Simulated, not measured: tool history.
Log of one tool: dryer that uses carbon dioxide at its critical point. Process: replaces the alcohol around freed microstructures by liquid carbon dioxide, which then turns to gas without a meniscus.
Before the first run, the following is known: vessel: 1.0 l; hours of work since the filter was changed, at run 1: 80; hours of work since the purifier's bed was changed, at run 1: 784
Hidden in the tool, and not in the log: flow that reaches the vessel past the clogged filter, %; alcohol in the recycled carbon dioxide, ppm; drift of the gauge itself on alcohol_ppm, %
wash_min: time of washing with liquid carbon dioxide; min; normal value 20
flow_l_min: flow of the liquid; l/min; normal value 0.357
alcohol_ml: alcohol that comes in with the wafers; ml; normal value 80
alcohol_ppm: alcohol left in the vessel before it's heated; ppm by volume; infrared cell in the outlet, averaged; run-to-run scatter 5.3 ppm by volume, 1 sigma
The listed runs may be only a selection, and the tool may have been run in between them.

| run | day | wash_min | flow_l_min | alcohol_ml | hours of work since the filter was changed | hours of work since the purifier's bed was changed | alcohol_ppm |
|---|---|---|---|---|---|---|---|
| 1 | 0 | 20 | 0.357 | 80 | 80 | 784 | 285 |
| 2 | 1.875 | 20 | 0.357 | 60 | 101 | 805 | 273 |
| 3 | 3.179 | 14 | 0.357 | 80 | 116 | 819 | 1092 |
| 4 | 4.275 | 14 | 0.357 | 80 | 128 | 832 | 1065 |
| 5 | 6.012 | 14 | 0.357 | 80 | 147 | 851 | 1135 |
| 6 | 8.025 | 20 | 0.223 | 80 | 169 | 873 | 1737 |
| 7 | 9.746 | 20 | 0.237 | 80 | 188 | 892 | 1436 |
| 8 | 11.262 | 20 | 0.357 | 80 | 205 | 909 | 345 |
|  | 12.896 | inlet filter changed |
| 9 | 13.283 | 20 | 0.357 | 80 | 4 | 931 | 295 |
| 10 | 15.517 | 20 | 0.357 | 80 | 29 | 956 | 307 |
| 11 | 16.758 | 16 | 0.357 | 80 | 43 | 969 | 637 |
| 12 | 18.483 | 20 | 0.357 | 80 | 62 | 989 | 303 |
|  | 18.825 | purifier's bed changed |
| 13 | 19.842 | 20 | 0.357 | 80 | 76 | 11 | 129 |
| 14 | 21.875 | 20 | 0.357 | 80 | 98 | 34 | 148 |
| 15 | 23.721 | 27 | 0.365 | 80 | 119 | 54 | 25 |
| 16 | 25.867 | 13 | 0.489 | 80 | 142 | 78 | 309 |
| 17 | 27.742 | 13 | 0.489 | 80 | 163 | 99 | 332 |
| 18 | 29.262 | 13 | 0.489 | 80 | 180 | 116 | 339 |
| 19 | 30.642 | 13 | 0.489 | 80 | 195 | 131 | 355 |

The next listed run, before its measurement:
| 20 | 32.242 | 13 | 0.489 | 80 | 213 | 149 | ? |

{"run 20": {"alcohol_ppm": 372}}
The same run, on a tool lacking any hidden state, would have yielded alcohol_ppm 235 ppm by volume.

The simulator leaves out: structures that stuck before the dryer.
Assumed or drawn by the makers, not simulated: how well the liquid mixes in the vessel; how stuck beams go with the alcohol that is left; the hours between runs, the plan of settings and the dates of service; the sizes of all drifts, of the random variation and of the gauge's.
